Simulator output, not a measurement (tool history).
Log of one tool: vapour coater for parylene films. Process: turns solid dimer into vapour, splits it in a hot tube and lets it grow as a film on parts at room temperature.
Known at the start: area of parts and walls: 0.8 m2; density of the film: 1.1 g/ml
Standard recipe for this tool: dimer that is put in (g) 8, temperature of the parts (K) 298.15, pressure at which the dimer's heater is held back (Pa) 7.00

run    hour  dimer that is put in (g)  temperature of the parts (K)  pressure at which the dimer's heater is held back (Pa)  thickness of the film (um)
  1     0.0                         8                        298.15                                                    7.00                        5.84
  2    37.7                         8                        298.15                                                    7.00                        5.84
  3    73.5                        10                        298.15                                                    7.00                        7.37
  4   105.8                         6                        298.15                                                    7.00                        4.28
      140.2  -- trap's valve overhauled
  5   168.1                         8                        298.15                                                    7.00                        6.48
  6   236.4                         8                        298.15                                                    7.00                        6.39
  7   278.1                         8                        298.15                                                    7.00                        6.45
  8   349.2                         8                        298.15                                                    2.44                        7.68
  9   384.1                         8                        298.15                                                    2.44                        7.78
 10   421.2                         8                        298.15                                                    2.44                        7.65
 11   481.3                         9                        298.15                                                    2.44                        8.52
 12   514.6                         8                        298.15                                                    7.00                        6.16
 13   560.4                         5                        298.15                                                    7.00                        3.92
 14   598.7                         5                        298.15                                                    7.00                        3.86
 15   642.0                         8                        306.15                                                    8.29                        4.89
 16   696.9                         8                        308.15                                                    3.53                        5.34
 17   762.6                         8                        296.15                                                    6.77                        6.51
 18   803.6                         9                        307.15                                                    2.54                        6.44
 19   834.9                         9                        307.15                                                    2.54                        6.57
 20   904.9                         8                        301.15                                                    7.00                        5.48
      952.3  -- trap's valve overhauled
 21   973.9                         8                        298.15                                                    2.68                        7.84
 22  1042.6                         8                        290.15                                                    3.08                        8.66
 23  1115.4                         8                        290.15                                                    3.08                        8.47
 24  1148.3                         5                        298.15                                                    7.00                        4.01
 25  1189.3                         4                        306.15                                                    3.06                        3.03
 26  1249.7                         5                        300.15                                                    7.00                        3.66
 27  1311.1                         8                        291.15                                                    7.00                        7.43
 28  1351.0                         4                        295.15                                                    2.13                        4.20

Some steps in thickness of the film (um) between neighbouring runs. How much of each would the tool show without its hidden state too (settings, what came in, random variation), and how much is left for the hidden state, with any gauge scatter that isn't in both results?
Hidden state present: vapour lost through the trap's worn valve, %; true temperature of the parts over the reading, C; drift of the gauge itself on film_um, %.
Run 4 -> 5: dimer that is put in (g) 6 -> 8, trap's valve overhauled. thickness of the film (um) +2.20: hidden state +0.54, all else +1.66.
Run 20 -> 21: temperature of the parts (K) 301.15 -> 298.15, pressure at which the dimer's heater is held back (Pa) 7.00 -> 2.68, trap's valve overhauled. thickness of the film (um) +2.36: hidden state +0.66, all else +1.70.
Run 23 -> 24: dimer that is put in (g) 8 -> 5, temperature of the parts (K) 290.15 -> 298.15, pressure at which the dimer's heater is held back (Pa) 3.08 -> 7.00. thickness of the film (um) -4.46: hidden state +0.17, all else -4.63.
Run 26 -> 27: dimer that is put in (g) 5 -> 8, temperature of the parts (K) 300.15 -> 291.15. thickness of the film (um) +3.77: hidden state -0.18, all else +3.95.

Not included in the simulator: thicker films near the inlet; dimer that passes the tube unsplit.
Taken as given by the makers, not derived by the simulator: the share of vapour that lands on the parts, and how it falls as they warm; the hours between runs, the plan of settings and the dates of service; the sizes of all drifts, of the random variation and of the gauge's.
